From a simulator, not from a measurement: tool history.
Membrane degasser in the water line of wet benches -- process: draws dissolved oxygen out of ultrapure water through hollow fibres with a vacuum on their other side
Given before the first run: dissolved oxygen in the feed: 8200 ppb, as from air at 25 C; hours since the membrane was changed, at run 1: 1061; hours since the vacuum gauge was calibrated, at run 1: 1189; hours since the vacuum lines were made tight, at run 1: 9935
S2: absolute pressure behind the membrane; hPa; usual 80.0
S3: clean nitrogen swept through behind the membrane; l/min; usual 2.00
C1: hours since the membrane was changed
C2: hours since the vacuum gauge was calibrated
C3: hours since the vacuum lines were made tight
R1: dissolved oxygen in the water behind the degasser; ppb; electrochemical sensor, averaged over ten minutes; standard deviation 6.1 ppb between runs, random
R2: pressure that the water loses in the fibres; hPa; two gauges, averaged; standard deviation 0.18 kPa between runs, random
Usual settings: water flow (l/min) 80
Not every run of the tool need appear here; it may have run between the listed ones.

Run 1, hour 0.0: usual settings; C1 1061; C2 1189; C3 9935. Result: R1 615.7 ppb, R2 332.5 hPa.
Run 2, hour 41.5: usual settings but water flow (l/min) 55; C1 1102; C2 1231; C3 9977. Result: R1 416.4 ppb, R2 229.1 hPa.
Run 3, hour 98.4: usual settings but water flow (l/min) 55; C1 1159; C2 1288; C3 10034. Result: R1 409.7 ppb, R2 230.0 hPa.
Run 4, hour 181.2: usual settings but water flow (l/min) 55; C1 1242; C2 1371; C3 10117. Result: R1 412.9 ppb, R2 232.4 hPa.
Run 5, hour 235.0: usual settings but water flow (l/min) 55; C1 1296; C2 1424; C3 10170. Result: R1 413.5 ppb, R2 231.9 hPa.
Run 6, hour 307.0: usual settings but water flow (l/min) 55; C1 1368; C2 1496; C3 10242. Result: R1 411.6 ppb, R2 232.4 hPa.
Run 7, hour 388.9: usual settings but water flow (l/min) 55; C1 1450; C2 1578; C3 10324. Result: R1 419.2 ppb, R2 230.7 hPa.
Run 8, hour 459.9: usual settings but water flow (l/min) 55; C1 1521; C2 1649; C3 10395. Result: R1 411.5 ppb, R2 233.4 hPa.
Run 9, hour 546.3: usual settings but water flow (l/min) 55; C1 1607; C2 1736; C3 10482. Result: R1 408.8 ppb, R2 230.7 hPa.
Run 10, hour 642.6: usual settings but water flow (l/min) 55; C1 1703; C2 1832; C3 10578. Result: R1 408.7 ppb, R2 233.0 hPa.
Run 11, hour 703.6: usual settings; C1 1764; C2 1893; C3 10639. Result: R1 609.5 ppb, R2 339.4 hPa.
Run 12, hour 767.2: usual settings; C1 1828; C2 1956; C3 10703. Result: R1 604.4 ppb, R2 337.9 hPa.
Run 13, hour 840.4: usual settings; C1 1901; C2 2030; C3 10776. Result: R1 598.7 ppb, R2 337.8 hPa.
Run 14, hour 932.9: usual settings; C1 1994; C2 2122; C3 10868. Result: R1 603.0 ppb, R2 337.5 hPa.
Run 15, hour 977.7: usual settings; C1 2038; C2 2167; C3 10913. Result: R1 604.8 ppb, R2 341.0 hPa.
Run 16, hour 1020.6: usual settings; C1 2081; C2 2210; C3 10956. Result: R1 605.6 ppb, R2 341.2 hPa.
Run 17, hour 1072.0: usual settings but water flow (l/min) 89, S3 3.35 l/min; C1 2133; C2 2261; C3 11007. Result: R1 549.7 ppb, R2 378.2 hPa.
Run 18, hour 1132.6: usual settings but water flow (l/min) 66, S2 59.2 hPa; C1 2193; C2 2322; C3 11068. Result: R1 374.6 ppb, R2 283.3 hPa.
Run 19, hour 1200.3: usual settings but water flow (l/min) 95, S2 126.2 hPa; C1 2261; C2 2390; C3 11136. Result: R1 1088.8 ppb, R2 402.9 hPa.
Run 20, hour 1242.9: usual settings but water flow (l/min) 95, S2 126.2 hPa; C1 2304; C2 2432; C3 11178. Result: R1 1042.4 ppb, R2 404.8 hPa.
Run 21, hour 1286.0: usual settings but water flow (l/min) 95, S2 126.2 hPa; C1 2347; C2 2475; C3 11221. Result: R1 1079.0 ppb, R2 405.9 hPa.
Run 22, hour 1353.0: usual settings but water flow (l/min) 95, S2 126.2 hPa; C1 2414; C2 2542; C3 11288. Result: R1 1089.2 ppb, R2 406.4 hPa.
Run 23, hour 1423.5: usual settings but S2 64.8 hPa, S3 4.52 l/min; C1 2484; C2 2613; C3 11359. Result: R1 379.4 ppb, R2 344.5 hPa.
Run 24, hour 1487.4: usual settings but water flow (l/min) 49, S2 95.6 hPa, S3 4.79 l/min; C1 2548; C2 2677; C3 11423. Result: R1 265.6 ppb, R2 212.4 hPa.
Run 25, hour 1560.2: usual settings but water flow (l/min) 55, S2 135.8 hPa; C1 2621; C2 2749; C3 11496. Result: R1 692.7 ppb, R2 236.7 hPa.
Run 26, hour 1655.7: usual settings but water flow (l/min) 67, S2 76.1 hPa, S3 3.90 l/min; C1 2716; C2 2845; C3 11591. Result: R1 353.1 ppb, R2 290.9 hPa.
Run 27, hour 1723.2: usual settings but S3 0.83 l/min; C1 2784; C2 2912; C3 11659. Result: R1 910.5 ppb, R2 345.3 hPa.
Run 28, hour 1791.1: usual settings but water flow (l/min) 68, S3 1.04 l/min; C1 2852; C2 2980; C3 11727. Result: R1 713.3 ppb, R2 293.1 hPa.
At hour 1822.9: gauge calibrated.
Run 29, hour 1859.4: usual settings but water flow (l/min) 51, S2 107.2 hPa, S3 1.03 l/min; C1 2920; C2 3049; C3 11795. Result: R1 785.8 ppb, R2 208.6 hPa.
Run 30, hour 1902.3: usual settings but water flow (l/min) 70, S2 156.2 hPa, S3 0.96 l/min; C1 2963; C2 3092; C3 11838. Result: R1 1516.7 ppb, R2 294.7 hPa.
Run 31, hour 1972.6: usual settings but water flow (l/min) 70, S2 156.2 hPa, S3 0.96 l/min; C1 3033; C2 3162; C3 11908. Result: R1 1523.2 ppb, R2 295.7 hPa.

Branching from run 31: 3 alternative next runs. What would each branch give?
At hour 2012.1: vacuum gauge calibrated.
Run A, hour 2021.4: usual settings but water flow (l/min) 97; C1 3082; C2 9; C3 11956. Result: R1 ?, R2 ?.
At hour 2012.1: vacuum gauge calibrated.
Run B, hour 2021.4: usual settings but water flow (l/min) 57, S2 156.2 hPa, S3 0.96 l/min; C1 3082; C2 9; C3 11956. Result: R1 ?, R2 ?.
At hour 2012.1: vacuum gauge calibrated.
Run C, hour 2021.4: usual settings but water flow (l/min) 74, S2 127.5 hPa, S3 4.63 l/min; C1 3082; C2 9; C3 11956. Result: R1 ?, R2 ?.

run      R1     R2
  A   740.2  411.1
  B  1333.0  242.3
  C   541.9  311.5
With no hidden state in the tool, these same runs would have given:
run      R1     R2
  A   740.0  409.8
  B  1332.9  241.5
  C   541.7  310.5
